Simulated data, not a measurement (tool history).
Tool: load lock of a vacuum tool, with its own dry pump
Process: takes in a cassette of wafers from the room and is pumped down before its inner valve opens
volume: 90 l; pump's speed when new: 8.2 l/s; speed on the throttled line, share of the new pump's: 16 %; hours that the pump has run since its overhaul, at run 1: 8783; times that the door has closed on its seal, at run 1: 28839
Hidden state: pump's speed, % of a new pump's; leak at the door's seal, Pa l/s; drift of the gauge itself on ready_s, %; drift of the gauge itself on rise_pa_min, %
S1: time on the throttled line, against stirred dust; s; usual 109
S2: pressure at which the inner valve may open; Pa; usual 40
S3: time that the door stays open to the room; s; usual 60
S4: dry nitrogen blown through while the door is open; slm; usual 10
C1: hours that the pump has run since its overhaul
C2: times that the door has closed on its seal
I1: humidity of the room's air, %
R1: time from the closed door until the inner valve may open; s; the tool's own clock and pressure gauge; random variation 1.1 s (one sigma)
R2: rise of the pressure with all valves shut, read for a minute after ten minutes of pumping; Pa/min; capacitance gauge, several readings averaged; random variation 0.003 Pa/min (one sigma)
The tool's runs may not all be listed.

| run | hour | S1 | S2 | S3 | S4 | C1 | C2 | I1 | R1 | R2 |
|---|---|---|---|---|---|---|---|---|---|---|
| 1 | 0 | 109 | 40 | 60 | 10 | 8783 | 28839 | 43 | 177.6 | 0.018 |
| 2 | 187.6 | 79 | 40 | 60 | 10 | 8971 | 29138 | 43.4 | 153.4 | 0.016 |
| 3 | 398.8 | 79 | 40 | 60 | 10 | 9182 | 29475 | 47.9 | 153.9 | 0.011 |
| 4 | 622 | 79 | 40 | 60 | 10 | 9405 | 29831 | 43.2 | 154 | 0.018 |
| 5 | 968.5 | 79 | 40 | 60 | 10 | 9752 | 30384 | 44.2 | 152.3 | 0.011 |
| 6 | 1392.8 | 109 | 40 | 117 | 10 | 10176 | 31061 | 42.8 | 177.9 | 0.025 |
| 7 | 1768.2 | 109 | 40 | 201 | 10 | 10551 | 31660 | 44.3 | 177.9 | 0.027 |
| 8 | 2079 | 109 | 40 | 201 | 10 | 10862 | 32156 | 44.6 | 177.7 | 0.026 |
| 9 | 2302.6 | 109 | 40 | 201 | 10 | 11086 | 32513 | 45.8 | 180.2 | 0.02 |
| 10 | 2517.4 | 109 | 40 | 201 | 10 | 11301 | 32855 | 39.9 | 179.3 | 0.023 |
| 11 | 2753.7 | 109 | 40 | 201 | 10 | 11537 | 33232 | 42.7 | 179.5 | 0.023 |
| 12 | 3066.7 | 109 | 40 | 201 | 10 | 11850 | 33732 | 46.2 | 179.8 | 0.024 |
| 13 | 3529 | 109 | 40 | 60 | 5 | 12312 | 34469 | 44.9 | 179.1 | 0.025 |
| 14 | 3806.9 | 109 | 40 | 60 | 10 | 12590 | 34913 | 44.9 | 177 | 0.013 |
| 15 | 4162.6 | 109 | 40 | 60 | 10 | 12946 | 35480 | 45.4 | 176.8 | 0.018 |
| 16 | 4575.9 | 109 | 40 | 60 | 10 | 13359 | 36140 | 46.3 | 178.8 | 0.02 |
| 17 | 4993.4 | 109 | 40 | 60 | 10 | 13777 | 36806 | 48 | 177.7 | 0.019 |
| 18 | 5330.1 | 109 | 40 | 60 | 10 | 14113 | 37343 | 41.2 | 178.1 | 0.016 |
| 19 | 5776.5 | 109 | 40 | 60 | 10 | 14560 | 38055 | 41.8 | 178.3 | 0.018 |
| 20 | 6206.9 | 109 | 40 | 60 | 10 | 14990 | 38742 | 45.4 | 177.7 | 0.02 |
| 21 | 6666.1 | 89 | 56 | 48 | 5 | 15449 | 39474 | 46.2 | 157.5 | 0.025 |
| 22 | 6875.6 | 89 | 56 | 48 | 5 | 15659 | 39809 | 42.5 | 156.5 | 0.022 |
| 23 | 7244.6 | 191 | 40 | 27 | 10 | 16028 | 40397 | 43.2 | 248.3 | 0.016 |
| 24 | 7604.5 | 191 | 40 | 75 | 6 | 16388 | 40971 | 45.3 | 245.9 | 0.02 |
| 25 | 7862.2 | 199 | 40 | 103 | 5 | 16645 | 41383 | 48.2 | 256.4 | 0.024 |
| 26 | 8080.4 | 199 | 40 | 103 | 5 | 16864 | 41731 | 43.6 | 251 | 0.03 |
|  | 8406.9 | door's seal changed, seat wiped |
| 27 | 8536.6 | 127 | 39 | 60 | 7 | 17318 | 207 | 44.3 | 194.6 | 0.02 |
| 28 | 8738.2 | 171 | 52 | 60 | 36 | 17520 | 529 | 45.8 | 227.8 | 0.008 |
| 29 | 9101.8 | 109 | 47 | 117 | 10 | 17884 | 1109 | 45.2 | 175.2 | 0.021 |
| 30 | 9347.5 | 109 | 37 | 139 | 10 | 18129 | 1501 | 46.2 | 179.4 | 0.016 |
| 31 | 9700.1 | 94 | 35 | 62 | 4 | 18482 | 2063 | 46.8 | 168.1 | 0.023 |
| 32 | 9910.4 | 109 | 72 | 37 | 10 | 18692 | 2399 | 44.6 | 170.5 | 0.015 |
| 33 | 10213.5 | 109 | 40 | 66 | 10 | 18995 | 2883 | 47.4 | 179 | 0.018 |
|  | 10256.3 | dry pump taken out, an overhauled one fitted |
| 34 | 10675.6 | 57 | 30 | 84 | 27 | 419 | 3610 | 46.4 | 136.9 | 0.01 |
| 35 | 10991.1 | 57 | 30 | 84 | 27 | 735 | 4114 | 46.8 | 138.8 | 0.011 |
| 36 | 11451 | 57 | 32 | 66 | 27 | 1195 | 4847 | 43.8 | 137.4 | 0.009 |
| 37 | 11902.9 | 57 | 32 | 66 | 27 | 1647 | 5568 | 49.3 | 136 | 0.011 |

3 ways to go on from here, each from the tool as it stands after run 37. What would each give?
| A | 12288.6 | 57 | 32 | 26 | 28 | 2032 | 6184 | 46 | ? | ? |
| B | 12288.6 | 146 | 32 | 26 | 27 | 2032 | 6184 | 43.5 | ? | ? |
| C | 12288.6 | 109 | 59 | 60 | 10 | 2032 | 6184 | 47.4 | ? | ? |

| run | R1 | R2 |
|---|---|---|
| A | 136.5 | 0.014 |
| B | 211.1 | 0.004 |
| C | 172.7 | 0.018 |
Without the tool's hidden state the same runs would have given:
| run | R1 | R2 |
|---|---|---|
| A | 136.5 | 0.013 |
| B | 211.1 | 0.004 |
| C | 172.7 | 0.018 |
